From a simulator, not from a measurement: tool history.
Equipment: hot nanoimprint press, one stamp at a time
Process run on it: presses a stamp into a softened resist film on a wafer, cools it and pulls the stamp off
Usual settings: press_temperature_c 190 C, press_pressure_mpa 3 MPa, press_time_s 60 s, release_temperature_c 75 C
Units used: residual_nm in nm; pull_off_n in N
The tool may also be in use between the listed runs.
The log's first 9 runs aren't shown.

Run 10, hour 314.9: usual settings. Result: residual_nm 212.4 nm, pull_off_n 103 N.
At hour 343.8: stamp cleaned and given a new release coat.
Run 11, hour 371.7: usual settings. Result: residual_nm 213.7 nm, pull_off_n 102 N.
Run 12, hour 400.2: usual settings but release_temperature_c 69 C. Result: residual_nm 212.8 nm, pull_off_n 119 N.
Run 13, hour 444.1: usual settings but release_temperature_c 69 C. Result: residual_nm 211.2 nm, pull_off_n 118 N.
At hour 463.5: plate thermocouple calibrated.
Run 14, hour 477.6: usual settings but release_temperature_c 69 C. Result: residual_nm 212 nm, pull_off_n 111 N.
Run 15, hour 522.7: usual settings. Result: residual_nm 210.9 nm, pull_off_n 103 N.
Run 16, hour 546.5: usual settings but press_temperature_c 189 C, press_pressure_mpa 3.04 MPa, press_time_s 38 s, release_temperature_c 64 C. Result: residual_nm 250.1 nm, pull_off_n 129 N.
Run 17, hour 571.3: usual settings but press_temperature_c 189 C, press_pressure_mpa 3.04 MPa, press_time_s 38 s, release_temperature_c 64 C. Result: residual_nm 248.9 nm, pull_off_n 126 N.
Run 18, hour 601.8: usual settings but press_temperature_c 189 C, press_pressure_mpa 3.04 MPa, press_time_s 38 s, release_temperature_c 64 C. Result: residual_nm 249 nm, pull_off_n 129 N.
Run 19, hour 653.8: usual settings but press_temperature_c 189 C, press_pressure_mpa 3.04 MPa, press_time_s 38 s, release_temperature_c 64 C. Result: residual_nm 247.4 nm, pull_off_n 125 N.
Run 20, hour 676: usual settings but press_temperature_c 194 C, press_pressure_mpa 4.5 MPa, press_time_s 67 s, release_temperature_c 69 C. Result: residual_nm 148.6 nm, pull_off_n 117 N.
Run 21, hour 701: usual settings but release_temperature_c 73 C. Result: residual_nm 212.6 nm, pull_off_n 106 N.
Run 22, hour 732.1: usual settings but release_temperature_c 73 C. Result: residual_nm 211 nm, pull_off_n 107 N.
Run 23, hour 761: usual settings but release_temperature_c 73 C. Result: residual_nm 211.3 nm, pull_off_n 106 N.
Run 24, hour 785.9: usual settings but press_time_s 103 s, release_temperature_c 63 C. Result: residual_nm 176.2 nm, pull_off_n 129 N.
At hour 812.6: stamp cleaned and given a new release coat.
Run 25, hour 822: usual settings but press_time_s 103 s, release_temperature_c 63 C. Result: residual_nm 175.1 nm, pull_off_n 129 N.
Run 26, hour 873: usual settings but press_time_s 92 s, release_temperature_c 81 C. Result: residual_nm 183.8 nm, pull_off_n 89 N.
Run 27, hour 897.9: usual settings but press_temperature_c 182 C, press_time_s 118 s, release_temperature_c 65 C. Result: residual_nm 213.8 nm, pull_off_n 128 N.
Run 28, hour 950.4: usual settings but press_temperature_c 199 C, press_pressure_mpa 2.64 MPa, press_time_s 82 s, release_temperature_c 82 C. Result: residual_nm 154.8 nm, pull_off_n 85 N.
Run 29, hour 985.1: usual settings but press_temperature_c 199 C, press_pressure_mpa 2.64 MPa, press_time_s 82 s, release_temperature_c 82 C. Result: residual_nm 155.2 nm, pull_off_n 84 N.
At hour 1019.7: press's hydraulic seals changed and the load cell set to zero.
Run 30, hour 1021.8: usual settings but press_temperature_c 192 C, press_pressure_mpa 3.07 MPa, press_time_s 88 s, release_temperature_c 82 C. Result: residual_nm 170.6 nm, pull_off_n 86 N.

Here are 3 independent what-if runs from the current tool condition. What would each one return?
At hour 1045.2: gauge calibrated.
Run A, hour 1062.7: usual settings but press_temperature_c 179 C, press_pressure_mpa 2.7 MPa, press_time_s 88 s, release_temperature_c 70 C. Result: residual_nm ?, pull_off_n ?.
At hour 1045.2: gauge calibrated.
Run B, hour 1062.7: usual settings but press_temperature_c 180 C. Result: residual_nm ?, pull_off_n ?.
At hour 1045.2: gauge calibrated.
Run C, hour 1062.7: usual settings but press_temperature_c 197 C, press_pressure_mpa 3.91 MPa, press_time_s 63 s. Result: residual_nm ?, pull_off_n ?.

run  residual_nm  pull_off_n
  A        269.5         112
  B        278.6         107
  C        151.2         104
Without the tool's unlogged condition, the same runs would have read:
run  residual_nm  pull_off_n
  A        269.3         112
  B        278.4         106
  C        151.1         103

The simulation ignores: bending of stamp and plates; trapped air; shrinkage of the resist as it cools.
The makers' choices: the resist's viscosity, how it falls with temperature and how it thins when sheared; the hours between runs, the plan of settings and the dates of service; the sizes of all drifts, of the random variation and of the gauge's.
